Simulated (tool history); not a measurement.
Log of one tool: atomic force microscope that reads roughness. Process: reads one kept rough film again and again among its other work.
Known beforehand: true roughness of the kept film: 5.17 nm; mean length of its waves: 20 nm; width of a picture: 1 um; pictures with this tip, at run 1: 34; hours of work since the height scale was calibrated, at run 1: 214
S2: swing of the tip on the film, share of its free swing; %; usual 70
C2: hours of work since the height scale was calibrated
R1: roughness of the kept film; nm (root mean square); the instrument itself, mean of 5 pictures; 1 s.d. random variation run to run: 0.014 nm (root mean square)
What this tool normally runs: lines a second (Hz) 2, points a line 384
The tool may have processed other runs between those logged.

{"run": 1, "hour": 0.0, "lines a second (Hz)": 2, "S2": 70, "points a line": 384, "pictures with this tip": 34, "C2": 214, "R1": 3.36}
{"run": 2, "hour": 25.0, "lines a second (Hz)": 2, "S2": 70, "points a line": 384, "pictures with this tip": 78, "C2": 228, "R1": 3.376}
{"run": 3, "hour": 38.3, "lines a second (Hz)": 2, "S2": 70, "points a line": 384, "pictures with this tip": 101, "C2": 235, "R1": 3.353}
{"hour": 61.1, "done": "new tip fitted"}
{"run": 4, "hour": 62.8, "lines a second (Hz)": 2, "S2": 70, "points a line": 353, "pictures with this tip": 3, "C2": 249, "R1": 3.401}
{"run": 5, "hour": 88.2, "lines a second (Hz)": 2, "S2": 70, "points a line": 417, "pictures with this tip": 47, "C2": 263, "R1": 3.37}
{"run": 6, "hour": 112.4, "lines a second (Hz)": 2, "S2": 70, "points a line": 925, "pictures with this tip": 89, "C2": 277, "R1": 3.426}
{"run": 7, "hour": 140.2, "lines a second (Hz)": 2, "S2": 70, "points a line": 925, "pictures with this tip": 137, "C2": 293, "R1": 3.423}
{"hour": 142.7, "done": "new tip fitted"}
{"run": 8, "hour": 169.4, "lines a second (Hz)": 2, "S2": 70, "points a line": 925, "pictures with this tip": 46, "C2": 309, "R1": 3.411}
{"run": 9, "hour": 191.8, "lines a second (Hz)": 2, "S2": 70, "points a line": 258, "pictures with this tip": 85, "C2": 322, "R1": 3.301}
{"run": 10, "hour": 214.5, "lines a second (Hz)": 2, "S2": 70, "points a line": 258, "pictures with this tip": 125, "C2": 334, "R1": 3.276}
{"hour": 223.1, "done": "new tip fitted"}
{"run": 11, "hour": 238.1, "lines a second (Hz)": 2, "S2": 70, "points a line": 258, "pictures with this tip": 25, "C2": 347, "R1": 3.32}
{"run": 12, "hour": 251.6, "lines a second (Hz)": 2, "S2": 70, "points a line": 301, "pictures with this tip": 49, "C2": 355, "R1": 3.363}
{"run": 13, "hour": 279.9, "lines a second (Hz)": 2, "S2": 70, "points a line": 301, "pictures with this tip": 98, "C2": 371, "R1": 3.317}
{"hour": 304.6, "done": "new tip fitted"}
{"run": 14, "hour": 310.5, "lines a second (Hz)": 2, "S2": 70, "points a line": 301, "pictures with this tip": 10, "C2": 388, "R1": 3.342}
{"run": 15, "hour": 337.1, "lines a second (Hz)": 2, "S2": 57, "points a line": 301, "pictures with this tip": 56, "C2": 403, "R1": 3.523}
{"run": 16, "hour": 354.0, "lines a second (Hz)": 2, "S2": 57, "points a line": 301, "pictures with this tip": 85, "C2": 413, "R1": 3.517}
{"run": 17, "hour": 378.1, "lines a second (Hz)": 2, "S2": 57, "points a line": 301, "pictures with this tip": 127, "C2": 426, "R1": 3.492}
{"hour": 387.0, "done": "new tip fitted"}
{"run": 18, "hour": 397.5, "lines a second (Hz)": 0.56, "S2": 70, "points a line": 353, "pictures with this tip": 18, "C2": 437, "R1": 3.638}
{"run": 19, "hour": 422.3, "lines a second (Hz)": 0.94, "S2": 84, "points a line": 353, "pictures with this tip": 61, "C2": 451, "R1": 3.361}
{"run": 20, "hour": 436.6, "lines a second (Hz)": 0.94, "S2": 84, "points a line": 353, "pictures with this tip": 86, "C2": 459, "R1": 3.367}
{"run": 21, "hour": 454.7, "lines a second (Hz)": 0.52, "S2": 56, "points a line": 642, "pictures with this tip": 117, "C2": 469, "R1": 3.752}
{"hour": 467.3, "done": "new tip fitted"}
{"run": 22, "hour": 478.6, "lines a second (Hz)": 0.52, "S2": 56, "points a line": 642, "pictures with this tip": 20, "C2": 483, "R1": 3.748}
{"run": 23, "hour": 498.7, "lines a second (Hz)": 0.6, "S2": 57, "points a line": 303, "pictures with this tip": 54, "C2": 494, "R1": 3.636}
{"run": 24, "hour": 521.5, "lines a second (Hz)": 0.6, "S2": 55, "points a line": 830, "pictures with this tip": 94, "C2": 507, "R1": 3.695}
{"run": 25, "hour": 536.7, "lines a second (Hz)": 0.82, "S2": 67, "points a line": 830, "pictures with this tip": 120, "C2": 515, "R1": 3.651}
{"hour": 547.8, "done": "new tip fitted"}
{"run": 26, "hour": 554.2, "lines a second (Hz)": 2, "S2": 88, "points a line": 319, "pictures with this tip": 12, "C2": 525, "R1": 2.932}
{"run": 27, "hour": 574.0, "lines a second (Hz)": 1.23, "S2": 86, "points a line": 542, "pictures with this tip": 46, "C2": 536, "R1": 3.269}
{"run": 28, "hour": 601.5, "lines a second (Hz)": 1.21, "S2": 82, "points a line": 794, "pictures with this tip": 93, "C2": 552, "R1": 3.344}
{"run": 29, "hour": 614.8, "lines a second (Hz)": 1.21, "S2": 62, "points a line": 794, "pictures with this tip": 116, "C2": 559, "R1": 3.65}
{"hour": 628.5, "done": "new tip fitted"}
{"run": 30, "hour": 636.7, "lines a second (Hz)": 2.12, "S2": 64, "points a line": 839, "pictures with this tip": 14, "C2": 571, "R1": 3.533}
{"run": 31, "hour": 660.0, "lines a second (Hz)": 2.42, "S2": 83, "points a line": 279, "pictures with this tip": 55, "C2": 585, "R1": 2.939}
{"run": 32, "hour": 674.3, "lines a second (Hz)": 1.35, "S2": 68, "points a line": 668, "pictures with this tip": 79, "C2": 593, "R1": 3.544}
{"run": 33, "hour": 705.4, "lines a second (Hz)": 3.41, "S2": 80, "points a line": 668, "pictures with this tip": 133, "C2": 610, "R1": 2.878}

Hidden condition of the tool, last listed run before each entry between runs versus first listed run after:
Run 3 -> run 4: new tip fitted (hour 61.1)
  radius of the tip, nm: 7.2 -> 7
  measured less the result without the state, R1: -0.019 -> -0.002 nm (root mean square)
Run 7 -> run 8: new tip fitted (hour 142.7)
  radius of the tip, nm: 7.2 -> 7.1
  measured less the result without the state, R1: -0.028 -> -0.01 nm (root mean square)
Run 10 -> run 11: new tip fitted (hour 223.1)
  radius of the tip, nm: 7.2 -> 7
  measured less the result without the state, R1: -0.025 -> -0.005 nm (root mean square)
Run 13 -> run 14: new tip fitted (hour 304.6)
  radius of the tip, nm: 7.1 -> 7
  measured less the result without the state, R1: -0.018 -> -0.003 nm (root mean square)
Run 17 -> run 18: new tip fitted (hour 387)
  radius of the tip, nm: 7.2 -> 7
  measured less the result without the state, R1: -0.027 -> -0.004 nm (root mean square)
Run 21 -> run 22: new tip fitted (hour 467.3)
  radius of the tip, nm: 7.2 -> 7
  measured less the result without the state, R1: -0.024 -> -0.005 nm (root mean square)
Run 25 -> run 26: new tip fitted (hour 547.8)
  radius of the tip, nm: 7.2 -> 7
  measured less the result without the state, R1: -0.025 -> -0.003 nm (root mean square)
Run 29 -> run 30: new tip fitted (hour 628.5)
  radius of the tip, nm: 7.2 -> 7; height scale over the true one, %: 0 -> 0.01
  measured less the result without the state, R1: -0.025 -> -0.004 nm (root mean square)

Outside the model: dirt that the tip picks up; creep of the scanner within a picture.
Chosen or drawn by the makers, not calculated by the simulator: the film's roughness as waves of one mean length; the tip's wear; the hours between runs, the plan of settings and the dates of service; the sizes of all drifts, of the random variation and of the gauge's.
